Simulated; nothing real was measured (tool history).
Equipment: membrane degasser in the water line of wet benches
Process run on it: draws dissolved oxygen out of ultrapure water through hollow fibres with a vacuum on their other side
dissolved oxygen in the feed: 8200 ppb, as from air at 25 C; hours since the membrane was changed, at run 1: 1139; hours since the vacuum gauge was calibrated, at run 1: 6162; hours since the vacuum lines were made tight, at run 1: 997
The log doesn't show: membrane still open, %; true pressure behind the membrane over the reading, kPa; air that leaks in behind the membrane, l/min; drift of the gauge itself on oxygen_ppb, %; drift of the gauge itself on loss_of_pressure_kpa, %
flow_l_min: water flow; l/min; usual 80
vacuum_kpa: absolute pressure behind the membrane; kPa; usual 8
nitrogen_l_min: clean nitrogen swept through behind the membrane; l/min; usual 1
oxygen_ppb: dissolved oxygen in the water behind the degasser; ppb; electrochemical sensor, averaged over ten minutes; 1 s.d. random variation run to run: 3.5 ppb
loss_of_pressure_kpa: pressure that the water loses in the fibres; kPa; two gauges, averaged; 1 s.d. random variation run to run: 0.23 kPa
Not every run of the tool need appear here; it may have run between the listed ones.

run    hour  flow_l_min  vacuum_kpa  nitrogen_l_min  hours since the membrane was changed  hours since the vacuum gauge was calibrated  hours since the vacuum lines were made tight  oxygen_ppb  loss_of_pressure_kpa
  1       0          80           8               1                                  1139                                         6162                                           997       625.7                 59.35
  2   112.7          80           8               1                                  1252                                         6275                                          1110       632.2                 59.49
  3   316.9          80           8               1                                  1456                                         6479                                          1314       626.3                 59.72
  4   469.5          54           8               1                                  1609                                         6632                                          1467       476.7                 40.53
  5   619.4          51           8               1                                  1759                                         6782                                          1617       454.8                 38.26
  6   835.5          80           8               1                                  1975                                         6998                                          1833       632.2                 59.57
  7  1043.8          80           8               1                                  2183                                         7206                                          2041       627.4                  60.3
     1221.5  -- vacuum gauge calibrated
  8  1259.5          80           8               1                                  2398                                           38                                          2256       613.1                 60.61
  9  1435.1          80           8               1                                  2574                                          214                                          2432       617.4                 60.48
 10  1554.3          80           8               1                                  2693                                          333                                          2551       616.3                 60.51
 11  1774.5          80           8               1                                  2913                                          553                                          2771       623.5                 60.52
 12  1949.2          80           8             0.5                                  3088                                          728                                          2946       912.2                 60.56
 13  2178.5          80           8             0.5                                  3317                                          957                                          3175       912.7                 60.52
 14  2376.5          80           8               1                                  3515                                         1155                                          3373       621.7                 60.87
 15  2522.7          80           8            1.87                                  3661                                         1301                                          3519       397.4                 60.62
 16  2699.6          63           8            1.87                                  3838                                         1478                                          3696       332.7                 48.17
 17  2812.6          60           8            0.96                                  3951                                         1591                                          3809       519.9                 45.26
 18  2999.3          84        6.22            0.58                                  4138                                         1778                                          3996       566.3                 63.88
 19  3168.6          75       11.48            0.58                                  4307                                         1947                                          4165      1356.4                 57.04
 20  3361.5          75       11.48            0.58                                  4500                                         2140                                          4358      1338.4                 57.11
 21  3522.3          81        6.11            0.93                                  4661                                         2301                                          4519         415                 61.63
 22  3666.5          69           8               1                                  4805                                         2445                                          4663       560.9                 52.84
 23  3870.2          69           8               1                                  5009                                         2649                                          4867       565.4                 52.91

Run 24 comes next. What will it give?
 24  4056.8         127       12.87            1.16                                  5196                                         2835                                          5053           ?                     ?

For run 24 the tool returned oxygen_ppb 1454.9 ppb, loss_of_pressure_kpa 97.39 kPa.
With no hidden state in the tool, this same run would have given oxygen_ppb 1437.3 ppb, loss_of_pressure_kpa 94.12 kPa.
